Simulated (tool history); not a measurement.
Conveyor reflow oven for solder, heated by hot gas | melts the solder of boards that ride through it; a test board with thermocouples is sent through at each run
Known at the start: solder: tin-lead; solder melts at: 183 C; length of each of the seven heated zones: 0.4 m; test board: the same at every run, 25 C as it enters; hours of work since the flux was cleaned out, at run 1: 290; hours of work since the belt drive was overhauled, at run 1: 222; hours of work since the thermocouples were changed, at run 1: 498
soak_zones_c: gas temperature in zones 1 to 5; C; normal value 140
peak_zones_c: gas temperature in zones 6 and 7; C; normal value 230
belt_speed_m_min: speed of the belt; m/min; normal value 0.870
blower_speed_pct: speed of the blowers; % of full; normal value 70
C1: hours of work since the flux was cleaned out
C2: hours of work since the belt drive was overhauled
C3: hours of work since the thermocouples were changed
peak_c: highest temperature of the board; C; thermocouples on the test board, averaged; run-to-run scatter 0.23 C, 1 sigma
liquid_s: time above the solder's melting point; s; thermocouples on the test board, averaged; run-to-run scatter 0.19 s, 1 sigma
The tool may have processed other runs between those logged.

Run 1, day 0.000: usual settings; C1 290; C2 222; C3 498. Result: peak_c 216.8 C, liquid_s 42.1 s.
Run 2, day 0.208: usual settings; C1 293; C2 225; C3 501. Result: peak_c 217.0 C, liquid_s 41.9 s.
Run 3, day 0.396: usual settings; C1 296; C2 227; C3 504. Result: peak_c 217.1 C, liquid_s 42.2 s.
Run 4, day 0.721: usual settings; C1 300; C2 232; C3 508. Result: peak_c 217.4 C, liquid_s 42.1 s.
Run 5, day 1.046: usual settings; C1 305; C2 236; C3 513. Result: peak_c 216.9 C, liquid_s 42.3 s.
Run 6, day 1.308: usual settings but soak_zones_c 136 C, belt_speed_m_min 0.729 m/min, blower_speed_pct 57 % of full; C1 309; C2 240; C3 516. Result: peak_c 219.4 C, liquid_s 50.8 s.
Run 7, day 1.696: usual settings but soak_zones_c 136 C, peak_zones_c 224 C, belt_speed_m_min 0.908 m/min, blower_speed_pct 78 % of full; C1 314; C2 246; C3 522. Result: peak_c 210.7 C, liquid_s 36.2 s.
At day 1.888: belt drive overhauled, speed set with a stopwatch.
Run 8, day 2.142: usual settings but soak_zones_c 136 C, peak_zones_c 224 C, belt_speed_m_min 0.908 m/min, blower_speed_pct 78 % of full; C1 318; C2 4; C3 526. Result: peak_c 210.8 C, liquid_s 36.4 s.
Run 9, day 2.342: usual settings but soak_zones_c 139 C, blower_speed_pct 79 % of full; C1 321; C2 6; C3 529. Result: peak_c 218.3 C, liquid_s 42.7 s.
Run 10, day 2.671: usual settings but soak_zones_c 139 C, blower_speed_pct 79 % of full; C1 325; C2 11; C3 533. Result: peak_c 218.0 C, liquid_s 42.7 s.

Branching from run 10: 5 alternative next runs. What would each branch give?
Run A, day 2.979: usual settings but peak_zones_c 239 C; C1 330; C2 15; C3 538. Result: peak_c ?, liquid_s ?.
Run B, day 2.979: usual settings but soak_zones_c 139 C, blower_speed_pct 86 % of full; C1 330; C2 15; C3 538. Result: peak_c ?, liquid_s ?.
Run C, day 2.979: usual settings but soak_zones_c 137 C, peak_zones_c 225 C, belt_speed_m_min 0.799 m/min; C1 330; C2 15; C3 538. Result: peak_c ?, liquid_s ?.
Run D, day 2.979: usual settings but soak_zones_c 137 C, peak_zones_c 223 C, belt_speed_m_min 0.703 m/min; C1 330; C2 15; C3 538. Result: peak_c ?, liquid_s ?.
Run E, day 2.979: usual settings but soak_zones_c 145 C, blower_speed_pct 79 % of full; C1 330; C2 15; C3 538. Result: peak_c ?, liquid_s ?.

run  peak_c  liquid_s
  A   225.0      46.2
  B   219.0      43.1
  C   214.1      44.2
  D   215.7      52.2
  E   218.5      45.0
The same runs, with their run-to-run variation unchanged, on a tool lacking any hidden condition would have given:
run  peak_c  liquid_s
  A   225.2      46.1
  B   219.1      43.2
  C   214.1      44.2
  D   215.5      52.1
  E   218.6      44.9
